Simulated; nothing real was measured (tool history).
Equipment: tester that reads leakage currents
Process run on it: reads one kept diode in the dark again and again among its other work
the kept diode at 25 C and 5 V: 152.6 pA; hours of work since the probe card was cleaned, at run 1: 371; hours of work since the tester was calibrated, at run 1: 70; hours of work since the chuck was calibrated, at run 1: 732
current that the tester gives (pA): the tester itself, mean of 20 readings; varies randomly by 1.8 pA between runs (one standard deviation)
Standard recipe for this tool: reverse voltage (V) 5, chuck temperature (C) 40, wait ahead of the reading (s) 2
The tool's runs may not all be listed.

run,hour,reverse voltage (V),chuck temperature (C),wait ahead of the reading (s),hours of work since the probe card was cleaned,hours of work since the tester was calibrated,hours of work since the chuck was calibrated,current that the tester gives (pA)
1,0,5,40,2,371,70,732,628.04
2,36.8,5,40,8.87,389,88,750,631.26
3,92.3,12.23,40,2,417,116,779,913.64
4,158.6,5,40,2,451,150,812,632.67
5,199.8,5,23,2,472,171,833,132.42
6,261.9,5,44,2,504,203,865,887.91
7,346.9,5,40,2,547,246,908,635.98
8,405.9,5,40,2,577,276,938,633.23
9,455.5,5,40,2,602,301,963,636.88
10,510.1,5,40,2,630,329,991,636.36
11,598.1,5,40,2,674,373,1035,636.47
12,643.7,5,40,2,698,397,1059,637.47
13,689.4,5,40,2,721,420,1082,639.36
14,740.2,1.63,40,2,747,446,1108,403.94
15,823.6,1.63,40,2,789,488,1150,405.18
16,908.7,1.63,40,2,832,531,1193,404.57
17,975.8,1.63,40,2,866,565,1227,404.43
18,1039,1.48,40,2,898,597,1259,388.82
19,1100.7,1.48,40,2,930,629,1291,388.07
20,1184.9,1.48,40,2,972,671,1334,388.51
21,1255.2,2.2,34,2,1008,707,1369,270.89
22,1337.3,1.81,39,0.47,1050,749,1411,391.96
23,1407.4,1.81,39,0.47,1085,784,1446,392.13
24,1455.6,5,51,1.02,1110,809,1471,1643.92
25,1529.6,5,54,1,1147,846,1509,2092.25
26,1598.8,10.19,40,8.62,1183,882,1544,875.98
27,1667,5,40,1.75,1217,916,1578,654.13
28,1744.5,5,33,0.76,1257,956,1618,351.92
29,1814.7,12.9,21,3.79,1292,991,1653,175.82
30,1872.8,12.9,21,3.79,1322,1021,1683,177.58
31,1936.2,12.9,21,3.79,1354,1053,1715,179.01
32,1972.7,5,24,2,1372,1071,1734,154.85
33,2055.7,5,24,2,1415,1114,1776,154.42
34,2127.1,5,24,1.28,1451,1150,1812,156.21
35,2203.7,7.94,35,0.67,1490,1189,1851,519.89
36,2255.1,7.94,39,2.14,1516,1215,1877,734.19
37,2312.6,3.62,56,5.96,1545,1244,1906,2183.33
38,2380.9,5,40,6.53,1580,1279,1941,663.16
39,2464.9,5,57,0.79,1622,1321,1984,2704.91

Alternative continuations, all from the tool just after run 39; predict every row:
# hour 2512.3: chuck's temperature calibrated
A,2512.3,6.65,53,3.79,1645,1344,0,?
# hour 2512.3: chuck's temperature calibrated
B,2512.3,11.71,38,2.91,1645,1344,0,?
# hour 2512.3: chuck's temperature calibrated
C,2512.3,5,35,0.79,1645,1344,0,?
# hour 2512.3: chuck's temperature calibrated
D,2512.3,5,25,0.79,1645,1344,0,?

run,current that the tester gives (pA)
A,2068.72
B,744.14
C,400.9
D,160.74
What these runs would have given with no unlogged condition in the tool:
run,current that the tester gives (pA)
A,2050.66
B,726.02
C,392.61
D,153.8

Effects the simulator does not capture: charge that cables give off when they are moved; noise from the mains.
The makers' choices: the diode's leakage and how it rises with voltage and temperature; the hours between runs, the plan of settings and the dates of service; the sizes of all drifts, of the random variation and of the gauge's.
